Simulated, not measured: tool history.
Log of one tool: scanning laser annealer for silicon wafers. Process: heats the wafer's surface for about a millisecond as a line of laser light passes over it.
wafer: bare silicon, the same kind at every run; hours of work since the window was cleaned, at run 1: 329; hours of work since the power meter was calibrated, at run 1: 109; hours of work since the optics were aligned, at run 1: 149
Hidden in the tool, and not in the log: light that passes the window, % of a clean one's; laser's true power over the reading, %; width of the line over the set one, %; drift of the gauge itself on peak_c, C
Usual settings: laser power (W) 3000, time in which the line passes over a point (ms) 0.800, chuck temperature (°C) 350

run   hour  laser power (W)  time in which the line passes over a point (ms)  chuck temperature (°C)  hours of work since the window was cleaned  hours of work since the power meter was calibrated  hours of work since the optics were aligned  highest temperature of the surface (°C)
  1    0.0             3000                                            0.800                     350                                         329                                                 109                                          149                                     1069
  2    7.0             3000                                            0.800                     350                                         333                                                 113                                          152                                     1066
  3   12.7             3000                                            0.735                     350                                         336                                                 116                                          155                                     1035
  4   21.3             3000                                            0.735                     350                                         340                                                 120                                          160                                     1032
  5   30.3             3000                                            0.800                     379                                         345                                                 125                                          164                                     1097
  6   39.3             3000                                            0.800                     379                                         350                                                 129                                          169                                     1095
  7   47.7             3255                                            0.800                     379                                         354                                                 134                                          173                                     1157
  8   54.5             3255                                            0.800                     379                                         357                                                 137                                          177                                     1152
  9   65.3             3255                                            0.800                     379                                         363                                                 143                                          182                                     1154
 10   78.3             3255                                            0.864                     379                                         370                                                 149                                          189                                     1188
 11   88.8             3255                                            0.864                     379                                         375                                                 155                                          194                                     1186
 12   95.0             3000                                            0.800                     337                                         378                                                 158                                          198                                     1051
 13  103.5             3000                                            0.800                     350                                         383                                                 162                                          202                                     1063
 14  116.0             3000                                            0.800                     350                                         389                                                 169                                          208                                     1065
 15  125.3             3290                                            0.662                     335                                         394                                                 174                                          213                                     1044
 16  132.1             2954                                            0.627                     335                                         397                                                 177                                          217                                      951
 17  142.1             2954                                            0.627                     335                                         403                                                 182                                          222                                      956
 18  152.0             2954                                            0.760                     335                                         408                                                 187                                          227                                     1017
 19  165.7             3236                                            0.675                     355                                         415                                                 194                                          234                                     1056
 20  172.2             3214                                            0.663                     390                                         418                                                 198                                          237                                     1081
 21  179.5             3214                                            0.663                     390                                         422                                                 201                                          241                                     1084
 22  190.2             3214                                            0.663                     390                                         427                                                 207                                          247                                     1085

The same runs without the tool's hidden state, with the same run-to-run variation:
run  highest temperature of the surface (°C)
  1                                     1084
  2                                     1081
  3                                     1050
  4                                     1047
  5                                     1113
  6                                     1111
  7                                     1175
  8                                     1170
  9                                     1172
 10                                     1207
 11                                     1205
 12                                     1068
 13                                     1081
 14                                     1083
 15                                     1062
 16                                      967
 17                                      972
 18                                     1035
 19                                     1075
 20                                     1100
 21                                     1102
 22                                     1104

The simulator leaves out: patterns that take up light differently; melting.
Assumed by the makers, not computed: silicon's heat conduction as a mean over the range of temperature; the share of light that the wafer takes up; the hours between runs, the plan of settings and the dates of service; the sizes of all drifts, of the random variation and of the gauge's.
